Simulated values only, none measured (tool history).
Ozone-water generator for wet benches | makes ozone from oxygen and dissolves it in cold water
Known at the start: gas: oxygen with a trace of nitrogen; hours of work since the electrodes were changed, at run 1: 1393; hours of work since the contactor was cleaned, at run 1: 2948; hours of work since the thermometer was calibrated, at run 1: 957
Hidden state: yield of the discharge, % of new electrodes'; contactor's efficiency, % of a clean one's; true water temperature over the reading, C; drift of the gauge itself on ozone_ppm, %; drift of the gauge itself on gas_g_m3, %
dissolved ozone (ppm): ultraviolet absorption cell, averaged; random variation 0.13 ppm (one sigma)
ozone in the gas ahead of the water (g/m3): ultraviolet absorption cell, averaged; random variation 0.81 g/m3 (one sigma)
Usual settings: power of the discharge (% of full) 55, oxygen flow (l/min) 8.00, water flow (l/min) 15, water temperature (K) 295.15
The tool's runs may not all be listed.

| run | hour | power of the discharge (% of full) | oxygen flow (l/min) | water flow (l/min) | water temperature (K) | hours of work since the electrodes were changed | hours of work since the contactor was cleaned | hours of work since the thermometer was calibrated | dissolved ozone (ppm) | ozone in the gas ahead of the water (g/m3) |
|---|---|---|---|---|---|---|---|---|---|---|
| 1 | 0.0 | 55 | 8.00 | 15 | 295.15 | 1393 | 2948 | 957 | 12.2 | 123.3 |
| 2 | 92.4 | 55 | 8.00 | 15 | 295.15 | 1472 | 3026 | 1036 | 11.9 | 123.2 |
| 3 | 146.4 | 55 | 8.00 | 15 | 289.15 | 1518 | 3072 | 1082 | 13.4 | 123.3 |
| 4 | 226.0 | 55 | 8.00 | 15 | 295.15 | 1585 | 3140 | 1150 | 11.8 | 122.9 |
| 5 | 300.0 | 55 | 8.00 | 15 | 295.15 | 1648 | 3203 | 1213 | 11.9 | 121.9 |
| 6 | 388.1 | 55 | 8.00 | 15 | 295.15 | 1723 | 3278 | 1288 | 11.6 | 121.1 |
| 7 | 480.4 | 85 | 4.10 | 15 | 295.15 | 1802 | 3357 | 1366 | 16.4 | 224.3 |
|  | 485.6 | water thermometer calibrated |
| 8 | 552.4 | 87 | 10.60 | 15 | 288.15 | 1863 | 3417 | 57 | 18.2 | 150.1 |
| 9 | 623.1 | 54 | 8.00 | 21 | 295.15 | 1923 | 3478 | 117 | 8.6 | 120.2 |
| 10 | 678.9 | 75 | 6.05 | 15 | 295.15 | 1970 | 3525 | 165 | 14.8 | 170.6 |

5 ways to go on from here, each from the tool as it stands after run 10. What would each give?
|  | 698.7 | water thermometer calibrated, once more |
| A | 725.1 | 55 | 10.67 | 15 | 295.15 | 2009 | 3564 | 22 | ? | ? |
|  | 698.7 | water thermometer calibrated, once more |
| B | 725.1 | 90 | 6.62 | 21 | 295.15 | 2009 | 3564 | 22 | ? | ? |
|  | 698.7 | water thermometer calibrated, once more |
| C | 725.1 | 75 | 6.05 | 13 | 295.15 | 2009 | 3564 | 22 | ? | ? |
|  | 698.7 | water thermometer calibrated, once more |
| D | 725.1 | 43 | 12.74 | 12 | 295.15 | 2009 | 3564 | 22 | ? | ? |
|  | 698.7 | water thermometer calibrated, once more |
| E | 725.1 | 67 | 13.78 | 15 | 295.15 | 2009 | 3564 | 22 | ? | ? |

| run | dissolved ozone (ppm) | ozone in the gas ahead of the water (g/m3) |
|---|---|---|
| A | 11.3 | 108.1 |
| B | 12.6 | 188.4 |
| C | 17.0 | 171.5 |
| D | 10.8 | 82.5 |
| E | 12.4 | 109.3 |
Without the tool's hidden state the same runs would have given:
| run | dissolved ozone (ppm) | ozone in the gas ahead of the water (g/m3) |
|---|---|---|
| A | 13.0 | 114.7 |
| B | 15.1 | 205.6 |
| C | 19.9 | 185.2 |
| D | 12.2 | 86.4 |
| E | 14.4 | 117.3 |

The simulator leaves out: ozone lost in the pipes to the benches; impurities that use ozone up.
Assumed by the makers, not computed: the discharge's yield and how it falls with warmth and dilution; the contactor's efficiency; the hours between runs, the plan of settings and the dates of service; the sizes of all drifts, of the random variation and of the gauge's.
